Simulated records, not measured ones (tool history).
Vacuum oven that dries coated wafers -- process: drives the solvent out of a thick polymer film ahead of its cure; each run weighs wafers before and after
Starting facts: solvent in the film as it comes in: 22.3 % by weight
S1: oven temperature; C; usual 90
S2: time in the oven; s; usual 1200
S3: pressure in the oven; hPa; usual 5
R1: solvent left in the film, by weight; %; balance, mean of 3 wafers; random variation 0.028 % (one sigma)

run    hour   S1    S2     S3    R1
  1       0   90  1200      5  2.18
  2     101   90   840      5  3.98
  3   157.8   90   840      5  3.94
  4   251.5   90  1200  11.76  2.63
  5     339   90  1200      5  2.24
  6   428.6   90  1200      5  2.31
  7   524.7   90  1200      5  2.28
  8   586.7   87  1200      5  2.66
  9   689.7   87  1200      5  2.55
 10     815   87  1200      5  2.56
 11   868.7   87  1200      5   2.6
 12   998.6   87  1200      5  2.58
 13  1082.2   90  1200      5  1.82
 14  1208.7   90  1200   7.28  1.96
 15  1324.6   90  1200   7.28  1.98
 16  1451.9   90  1200   7.28  2.24
 17  1551.6   90  1200   7.28  2.21
 18  1625.1  103  1200      5  0.43
 19  1726.1   97  1200      5  0.83
 20  1838.1   90   780      5  4.24
 21  1893.4   90   960      5  3.13
 22  1999.1   90   960      5  3.12
 23  2095.1   90   960      5  3.11
 24  2170.3   90   960      5  3.06
 25  2281.4   95  1200   5.96   1.2
 26  2375.8   91  1200   3.11  1.86
 27  2499.1   82  1380  12.45   4.4
 28  2577.4  100  1020   8.41  0.82
 29  2697.9  100  1020   8.41  0.81
 30  2809.7  104   720   8.56  1.03
 31  2937.3  104  1200  18.33  0.79
 32  3063.7  104  1200  18.33  0.74
 33  3126.5  104  1200  18.33  0.76
 34  3252.6  104  1200  18.33  0.81
 35  3305.1   83   720   3.32  7.39
 36  3360.2   86  1740   3.32  1.55
 37  3420.7   92  2100   2.62  0.45
 38  3534.9   75  2100   4.04  3.92
 39  3651.3   75  2100   4.04  3.96
 40    3750   95  1620   9.68  0.83
 41  3837.6   95  1620   9.68  0.86
 42  3966.1   80   660   5.35  9.06
 43  4042.6   82   900   8.81  6.54
 44  4165.6   93  1020      5  1.99
 45  4238.4  102  1860   4.03  0.34

Not shown: 5 entries that the log had between the listed runs. Between which runs, and how does the tool's hidden state differ before and after?
Between runs 1 and 2: vacuum gauge cleaned of residue and calibrated (hour 66.5)
  true wafer temperature over the reading, C: 0.45 -> 0.5; true pressure over the reading, kPa: 0.538 -> 0.736
  difference, measured minus the result without the unlogged condition, R1: +0.19 -> +0.2 %
Between runs 7 and 8: vacuum gauge cleaned of residue and calibrated, once more (hour 584.9)
  true wafer temperature over the reading, C: 0.69 -> 0.72; true pressure over the reading, kPa: 0.858 -> 0.004
  difference, measured minus the result without the unlogged condition, R1: +0.29 -> -0.21 %
Between runs 15 and 16: oven's thermocouples calibrated (hour 1410.6)
  true wafer temperature over the reading, C: 1.06 -> 0.07; true pressure over the reading, kPa: 0.217 -> 0.25
  difference, measured minus the result without the unlogged condition, R1: -0.13 -> +0.12 %
Between runs 27 and 28: vacuum gauge cleaned of residue and calibrated (hour 2553.8)
  true wafer temperature over the reading, C: 0.55 -> 0.58; true pressure over the reading, kPa: 0.542 -> 0.021
  difference, measured minus the result without the unlogged condition, R1: +0.17 -> -0.06 %
Between runs 33 and 34: oven's thermocouples calibrated (hour 3196.9)
  true wafer temperature over the reading, C: 0.83 -> 0.2; true pressure over the reading, kPa: 0.168 -> 0.204
  difference, measured minus the result without the unlogged condition, R1: +0.01 -> +0.06 %

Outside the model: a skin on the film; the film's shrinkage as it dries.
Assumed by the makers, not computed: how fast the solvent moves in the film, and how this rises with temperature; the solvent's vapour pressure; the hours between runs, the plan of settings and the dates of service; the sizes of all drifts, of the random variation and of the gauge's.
